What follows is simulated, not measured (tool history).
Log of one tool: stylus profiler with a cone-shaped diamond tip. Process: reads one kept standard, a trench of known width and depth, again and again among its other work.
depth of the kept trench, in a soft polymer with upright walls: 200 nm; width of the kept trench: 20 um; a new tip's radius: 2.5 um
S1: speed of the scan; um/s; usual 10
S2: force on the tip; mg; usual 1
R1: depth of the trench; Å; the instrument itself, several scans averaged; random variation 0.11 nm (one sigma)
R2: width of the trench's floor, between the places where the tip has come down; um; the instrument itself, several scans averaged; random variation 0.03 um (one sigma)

run,day,S1,S2,R1,R2
1,0,10,1,2013.5,17.96
2,1.121,10,1,2014.1,17.96
3,3.288,10,0.64,2011.2,17.9
4,4.625,10,0.64,2009,17.9
5,5.971,10,0.64,2010.3,17.9
6,7.362,10,0.64,2011.9,17.86
7,9.512,10,0.64,2012.2,17.95
8,10.404,10,0.34,2005.9,17.87
# day 12.038: height scale calibrated on a step standard
9,12.417,10,1,2012.7,17.94
10,13.788,5,1,2014.6,17.97
11,15.221,5,1,2016.6,17.99
12,16.479,5,1,2014,18.01
13,17.667,5,1,2014.9,17.94
14,19.454,10,1,2013.9,17.99
15,21.242,10,1,2014.9,17.91
16,22.517,10,1,2015,17.97
17,24.321,10,2.56,2027.2,17.97
18,26.162,10,2.56,2027.1,17.96
19,27.042,10,2.56,2028.3,17.99
20,28.308,34,1,2012.9,17.73
21,29.454,34,1,2015.3,17.74
22,30.738,10,1.02,2013.6,17.99
23,31.996,10,1,2013.3,17.93
24,33.783,10,1,2015.7,17.97
25,35.75,31,0.59,2008.6,17.68
26,37.475,14,0.97,2015.7,17.91
27,38.779,14,1.07,2014.2,17.88
28,40.029,2,1.07,2014.9,18.06
29,41.842,20,0.43,2010,17.78
30,43.892,3,1.51,2020.1,17.98
31,44.833,20,0.47,2007.9,17.8
32,46.638,4,0.73,2011.3,17.97
33,48.346,40,2.39,2026.4,17.81
34,49.317,3,2.31,2024.9,17.92
35,50.429,7,2.09,2024.2,17.99
36,52.246,31,0.4,2007,17.63
37,53.133,3,1.84,2020.2,17.95
38,54.254,14,1.18,2015.3,17.89
39,55.567,32,0.81,2010.1,17.64
40,56.9,8,0.42,2007.9,17.91
41,58.629,8,0.82,2012.3,17.94
42,59.725,7,1,2013.4,17.99
# day 60.154: new tip fitted, height scale calibrated
43,61.312,30,2.81,2027.2,17.94
44,63.421,31,0.57,2010,17.7
45,65.538,31,0.57,2010.2,17.69
46,67.592,21,1,2013.1,17.9
47,69.762,21,1.49,2018.6,17.92

The same runs without the tool's hidden state, with the same run-to-run variation:
The hidden state here: radius of the tip, um; height scale over the true one, %; drift of the gauge itself on depth_nm, %; drift of the gauge itself on floor_um, %.
run,R2
1,17.98
2,17.98
3,17.92
4,17.92
5,17.92
6,17.88
7,17.97
8,17.89
9,17.96
10,17.99
11,18.01
12,18.03
13,17.96
14,18.01
15,17.93
16,17.99
17,17.99
18,17.99
19,18.02
20,17.75
21,17.77
22,18.01
23,17.95
24,18
25,17.7
26,17.94
27,17.9
28,18.09
29,17.81
30,18.01
31,17.83
32,18
33,17.84
34,17.95
35,18.02
36,17.66
37,17.98
38,17.92
39,17.67
40,17.94
41,17.97
42,18.02
43,17.94
44,17.7
45,17.69
46,17.9
47,17.92
R1: within 0.4 Å of the measured result in every run.
